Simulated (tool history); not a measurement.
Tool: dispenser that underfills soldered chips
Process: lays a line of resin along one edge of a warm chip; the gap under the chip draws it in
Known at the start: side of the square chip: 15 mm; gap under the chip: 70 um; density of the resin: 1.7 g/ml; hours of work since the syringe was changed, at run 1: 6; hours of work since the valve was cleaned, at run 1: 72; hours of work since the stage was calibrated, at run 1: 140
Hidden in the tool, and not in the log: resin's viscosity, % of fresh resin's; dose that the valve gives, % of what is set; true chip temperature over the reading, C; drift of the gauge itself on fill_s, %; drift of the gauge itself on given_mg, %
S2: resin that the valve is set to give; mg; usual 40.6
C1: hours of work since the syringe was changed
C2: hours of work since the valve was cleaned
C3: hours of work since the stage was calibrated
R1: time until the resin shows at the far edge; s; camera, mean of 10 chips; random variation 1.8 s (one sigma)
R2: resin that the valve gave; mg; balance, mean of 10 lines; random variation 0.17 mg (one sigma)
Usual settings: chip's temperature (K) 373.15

run 1 hour=0 | chip's_temperature_(K)=373.15 S2=40.6 | C1=6 C2=72 C3=140 | R1=264 R2=38.6
-- hour=2.5 new syringe of resin
run 2 hour=5.9 | chip's_temperature_(K)=373.15 S2=48.1 | C1=2 C2=76 C3=143 | R1=208.1 R2=45.62
-- hour=13.2 new syringe of resin
run 3 hour=14.4 | chip's_temperature_(K)=373.15 S2=48.1 | C1=1 C2=82 C3=149 | R1=185.6 R2=45.78
run 4 hour=18.4 | chip's_temperature_(K)=373.15 S2=48.1 | C1=4 C2=85 C3=152 | R1=227.3 R2=45.7
-- hour=23.7 new syringe of resin
run 5 hour=27 | chip's_temperature_(K)=373.15 S2=48.1 | C1=2 C2=91 C3=158 | R1=201.6 R2=45.09
-- hour=34.4 new syringe of resin
run 6 hour=35.8 | chip's_temperature_(K)=373.15 S2=40.6 | C1=1 C2=96 C3=164 | R1=193.9 R2=37.99
run 7 hour=41.3 | chip's_temperature_(K)=366.15 S2=38.9 | C1=5 C2=100 C3=167 | R1=330.9 R2=36.45
-- hour=44.9 new syringe of resin
run 8 hour=50.3 | chip's_temperature_(K)=366.15 S2=38.9 | C1=4 C2=106 C3=173 | R1=313.6 R2=36.44
-- hour=55.6 new syringe of resin
run 9 hour=57.6 | chip's_temperature_(K)=366.15 S2=38.9 | C1=1 C2=111 C3=178 | R1=265.4 R2=36.13
run 10 hour=64.6 | chip's_temperature_(K)=375.15 S2=44.7 | C1=6 C2=116 C3=183 | R1=254.2 R2=41.83
-- hour=66.2 new syringe of resin
run 11 hour=70.3 | chip's_temperature_(K)=369.15 S2=48 | C1=3 C2=120 C3=187 | R1=247.8 R2=44.4
-- hour=77.5 new syringe of resin
-- hour=80 dispensing valve cleaned and set on the balance
run 12 hour=80.4 | chip's_temperature_(K)=365.15 S2=42 | C1=1 C2=0 C3=193 | R1=264.2 R2=41.99

Hidden state at the last listed run before each entry between runs and at the first one after, where it differs:
Between runs 1 and 2: new syringe of resin (hour 2.5)
  resin's viscosity, % of fresh resin's: 147.3 -> 117.7; dose that the valve gives, % of what is set: 95.57 -> 95.33; true chip temperature over the reading, C: 0.3 -> 0.32
  measured less the result without the state, R1: +84.3 -> +29.8 s; R2: -1.8 -> -2.23 mg
Between runs 2 and 3: new syringe of resin (hour 13.2)
  resin's viscosity, % of fresh resin's: 117.7 -> 105.2; dose that the valve gives, % of what is set: 95.33 -> 94.97; true chip temperature over the reading, C: 0.32 -> 0.34
  measured less the result without the state, R1: +29.8 -> +7.5 s; R2: -2.23 -> -2.43 mg
Between runs 4 and 5: new syringe of resin (hour 23.7)
  resin's viscosity, % of fresh resin's: 127.7 -> 116.4; dose that the valve gives, % of what is set: 94.81 -> 94.47; true chip temperature over the reading, C: 0.35 -> 0.37
  measured less the result without the state, R1: +47.5 -> +26.6 s; R2: -2.5 -> -2.65 mg
Between runs 5 and 6: new syringe of resin (hour 34.4)
  resin's viscosity, % of fresh resin's: 116.4 -> 107.8; dose that the valve gives, % of what is set: 94.47 -> 94.14; true chip temperature over the reading, C: 0.37 -> 0.4
  measured less the result without the state, R1: +26.6 -> +13.3 s; R2: -2.65 -> -2.37 mg
Between runs 7 and 8: new syringe of resin (hour 44.9)
  resin's viscosity, % of fresh resin's: 140.5 -> 130.4; dose that the valve gives, % of what is set: 93.92 -> 93.55; true chip temperature over the reading, C: 0.41 -> 0.44
  measured less the result without the state, R1: +94.6 -> +72.7 s; R2: -2.36 -> -2.52 mg
Between runs 8 and 9: new syringe of resin (hour 55.6)
  resin's viscosity, % of fresh resin's: 130.4 -> 110.3; dose that the valve gives, % of what is set: 93.55 -> 93.26; true chip temperature over the reading, C: 0.44 -> 0.46
  measured less the result without the state, R1: +72.7 -> +24 s; R2: -2.52 -> -2.61 mg
Between runs 10 and 11: new syringe of resin (hour 66.2)
  resin's viscosity, % of fresh resin's: 154.1 -> 120.9; dose that the valve gives, % of what is set: 93 -> 92.77; true chip temperature over the reading, C: 0.47 -> 0.49
  measured less the result without the state, R1: +87.5 -> +40 s; R2: -3.15 -> -3.46 mg
Between runs 11 and 12: new syringe of resin (hour 77.5); dispensing valve cleaned and set on the balance (hour 80)
  resin's viscosity, % of fresh resin's: 120.9 -> 110.2; dose that the valve gives, % of what is set: 92.77 -> 99.88; true chip temperature over the reading, C: 0.49 -> 0.52
  measured less the result without the state, R1: +40 -> +19.6 s; R2: -3.46 -> -0.05 mg

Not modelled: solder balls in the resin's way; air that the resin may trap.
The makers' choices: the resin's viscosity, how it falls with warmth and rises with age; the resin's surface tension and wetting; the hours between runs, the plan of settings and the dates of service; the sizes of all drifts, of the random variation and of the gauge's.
